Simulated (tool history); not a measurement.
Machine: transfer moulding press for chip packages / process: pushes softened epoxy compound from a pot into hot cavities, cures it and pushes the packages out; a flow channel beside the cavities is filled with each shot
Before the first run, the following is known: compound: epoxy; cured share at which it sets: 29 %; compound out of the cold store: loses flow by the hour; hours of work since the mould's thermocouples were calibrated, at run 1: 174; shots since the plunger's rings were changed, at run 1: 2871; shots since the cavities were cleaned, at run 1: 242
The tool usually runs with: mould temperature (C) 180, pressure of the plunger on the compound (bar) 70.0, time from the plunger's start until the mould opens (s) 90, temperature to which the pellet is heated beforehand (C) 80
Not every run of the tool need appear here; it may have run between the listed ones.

run	hour	mould temperature (C)	pressure of the plunger on the compound (bar)	time from the plunger's start until the mould opens (s)	temperature to which the pellet is heated beforehand (C)	hours of work since the mould's thermocouples were calibrated	shots since the plunger's rings were changed	shots since the cavities were cleaned	incoming compound's hours out of the cold store	length that the compound runs in the flow channel (mm)	greatest force on the pins that push the packages out (N)
1	0.0	180	70.0	90	80	174	2871	242	18.0	905	687
# hour 50.8: cavities cleaned with cleaning compound and waxed
2	56.9	182	70.0	90	80	209	3520	71	17.7	893	549
3	99.6	180	70.0	85	80	236	4020	571	21.8	888	857
# hour 120.8: cavities cleaned with cleaning compound and waxed
4	149.9	180	70.0	90	77	266	4590	340	35.5	842	713
# hour 179.2: plunger's sealing rings changed
# hour 197.8: cavities cleaned with cleaning compound and waxed
5	215.1	180	70.0	90	77	304	402	202	8.1	969	677
6	245.4	180	70.7	90	80	323	756	556	32.4	904	758
# hour 268.8: cavities cleaned with cleaning compound and waxed
7	291.7	180	70.0	116	80	351	1281	268	35.6	887	531
# hour 342.1: cavities cleaned with cleaning compound and waxed
8	343.5	180	70.0	116	80	382	1870	17	48.0	840	428
9	390.6	180	53.3	90	80	412	2420	567	11.8	814	806
# hour 413.5: cavities cleaned with cleaning compound and waxed
10	443.0	180	53.3	90	80	443	3016	346	47.7	726	715
# hour 485.7: cavities cleaned with cleaning compound and waxed
11	485.7	180	53.3	90	80	469	3498	0	14.6	799	515
12	527.9	180	53.3	90	80	495	3991	493	47.1	718	709
# hour 534.6: mould's thermocouples calibrated
# hour 560.5: cavities cleaned with cleaning compound and waxed
13	587.4	180	70.0	90	80	32	4647	315	47.7	816	699
# hour 609.4: plunger's sealing rings changed
14	629.3	180	70.0	90	80	57	233	776	24.3	923	817
# hour 634.8: cavities cleaned with cleaning compound and waxed
15	686.5	180	70.0	90	80	91	885	606	15.5	950	832
# hour 707.6: cavities cleaned with cleaning compound and waxed
16	749.8	180	70.0	90	83	130	1608	494	13.4	936	798
# hour 779.4: cavities cleaned with cleaning compound and waxed
17	803.8	180	70.0	125	80	162	2222	285	35.8	871	544
18	839.8	180	70.0	125	80	185	2643	706	15.8	923	596
# hour 850.5: cavities cleaned with cleaning compound and waxed
19	871.1	179	76.3	125	80	203	2991	241	29.0	926	522
20	909.3	179	56.5	73	82	227	3439	689	29.2	787	1363
# hour 921.1: cavities cleaned with cleaning compound and waxed
21	937.7	180	70.0	90	82	244	3754	194	14.5	914	655
22	973.3	180	70.0	122	82	266	4170	610	39.2	842	614
# hour 996.5: cavities cleaned with cleaning compound and waxed
23	1006.8	180	70.0	122	82	286	4545	121	34.5	845	468
# hour 1038.5: plunger's sealing rings changed
24	1056.4	182	77.4	122	80	316	209	672	18.1	979	587
# hour 1070.2: cavities cleaned with cleaning compound and waxed
25	1115.7	181	66.9	90	80	352	885	533	24.5	892	738
# hour 1141.7: cavities cleaned with cleaning compound and waxed
26	1155.7	181	66.9	90	80	376	1335	163	39.2	849	616
# hour 1213.1: cavities cleaned with cleaning compound and waxed
27	1214.1	180	67.0	90	80	411	2001	12	8.6	924	548

Consider 4 possible next runs. They are alternatives, not a sequence: every one starts from the tool as it was left by run 27. What does each give?
A	1259.9	180	70.0	90	85	440	2537	548	44.8	?	?
B	1259.9	175	79.3	90	76	440	2537	548	14.3	?	?
C	1259.9	185	67.0	90	80	440	2537	548	30.5	?	?
D	1259.9	181	67.0	90	82	440	2537	548	14.6	?	?

run	length that the compound runs in the flow channel (mm)	greatest force on the pins that push the packages out (N)
A	845	730
B	1011	1124
C	845	632
D	903	742
Had the tool no hidden state, the same runs would have come out as:
run	length that the compound runs in the flow channel (mm)	greatest force on the pins that push the packages out (N)
A	873	489
B	1045	762
C	873	424
D	933	502
